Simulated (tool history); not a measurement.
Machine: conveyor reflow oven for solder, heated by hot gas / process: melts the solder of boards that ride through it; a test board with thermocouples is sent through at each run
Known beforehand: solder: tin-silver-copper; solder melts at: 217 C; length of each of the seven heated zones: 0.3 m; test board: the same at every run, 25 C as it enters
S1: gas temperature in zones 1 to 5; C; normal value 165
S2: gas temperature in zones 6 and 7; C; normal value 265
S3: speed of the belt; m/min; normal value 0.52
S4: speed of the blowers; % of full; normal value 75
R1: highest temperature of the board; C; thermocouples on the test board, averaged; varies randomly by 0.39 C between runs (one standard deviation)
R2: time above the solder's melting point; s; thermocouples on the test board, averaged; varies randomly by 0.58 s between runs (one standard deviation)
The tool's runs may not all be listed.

run	hour	S1	S2	S3	S4	R1	R2
1	0	165	265	0.52	75	251.5	49.4
2	30.2	165	265	0.52	75	250.4	48
3	59.4	165	265	0.52	75	251.2	48.4
4	99.7	165	265	0.52	75	250.6	49.6
# hour 107.4: belt drive overhauled, speed set with a stopwatch
5	136.3	165	265	0.52	75	250.6	49.2
6	179.4	165	265	0.52	75	250.9	48.8
# hour 197.7: belt drive overhauled, speed set with a stopwatch, once more
7	220.4	154	270	0.471	64	252.9	51.6
8	254.7	163	267	0.618	73	245.1	35.8
9	304.4	165	267	0.52	75	252.6	49.4
10	350.8	152	270	0.457	60	251.3	52.4
11	394.2	153	264	0.52	81	249	44.6

Predict each of these 3 candidate next runs independently; none follows another, all start after run 11:
A	440.8	153	272	0.52	81	?	?
B	440.8	165	265	0.433	75	?	?
C	440.8	158	276	0.52	87	?	?

run	R1	R2
A	255.9	49.5
B	254.9	64.1
C	261.9	52.7
Had the tool no hidden state, the same runs would have come out as:
run	R1	R2
A	256.9	50.3
B	255.3	64.5
C	262.9	53.3
